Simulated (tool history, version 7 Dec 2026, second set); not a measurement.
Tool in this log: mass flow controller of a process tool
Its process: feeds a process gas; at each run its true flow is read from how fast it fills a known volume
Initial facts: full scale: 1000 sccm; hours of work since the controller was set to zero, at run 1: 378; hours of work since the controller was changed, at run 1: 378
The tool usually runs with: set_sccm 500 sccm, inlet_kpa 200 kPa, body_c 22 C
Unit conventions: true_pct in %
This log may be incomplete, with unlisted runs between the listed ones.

| run | hour | set_sccm | inlet_kpa | body_c | hours of work since the controller was set to zero | hours of work since the controller was changed | true_pct |
|---|---|---|---|---|---|---|---|
| 1 | 0 | 500 | 200 | 22 | 378 | 378 | 99.42 |
| 2 | 147.4 | 500 | 200 | 22 | 472 | 472 | 99.39 |
| 3 | 246.3 | 500 | 200 | 22 | 535 | 535 | 99.37 |
| 4 | 347.2 | 500 | 200 | 22 | 599 | 599 | 99.48 |
| 5 | 546.1 | 500 | 200 | 22 | 726 | 726 | 99.34 |
| 6 | 733.5 | 500 | 200 | 22 | 845 | 845 | 99.39 |
| 7 | 945 | 129 | 200 | 22 | 980 | 980 | 99.09 |
| 8 | 1111.7 | 129 | 200 | 22 | 1086 | 1086 | 99.03 |
| 9 | 1240.3 | 129 | 209 | 22 | 1168 | 1168 | 99.17 |
| 10 | 1335.2 | 500 | 200 | 22 | 1229 | 1229 | 99.37 |
| 11 | 1518.9 | 500 | 200 | 22 | 1346 | 1346 | 99.39 |
| 12 | 1690.4 | 500 | 200 | 22 | 1455 | 1455 | 99.34 |
| 13 | 1847.7 | 500 | 200 | 22 | 1555 | 1555 | 99.19 |
| 14 | 1996.4 | 500 | 228 | 30 | 1650 | 1650 | 99.98 |
| 15 | 2127.7 | 142 | 200 | 22 | 1734 | 1734 | 99.08 |
| 16 | 2257.4 | 104 | 260 | 31 | 1816 | 1816 | 99.89 |

What will run 17 give?
| 17 | 2466.3 | 163 | 177 | 30 | 1949 | 1949 | ? |

true_pct: 99.97 %
With the hidden condition absent and the run-to-run variation left alone, this run would have shown true_pct 99.96 %.
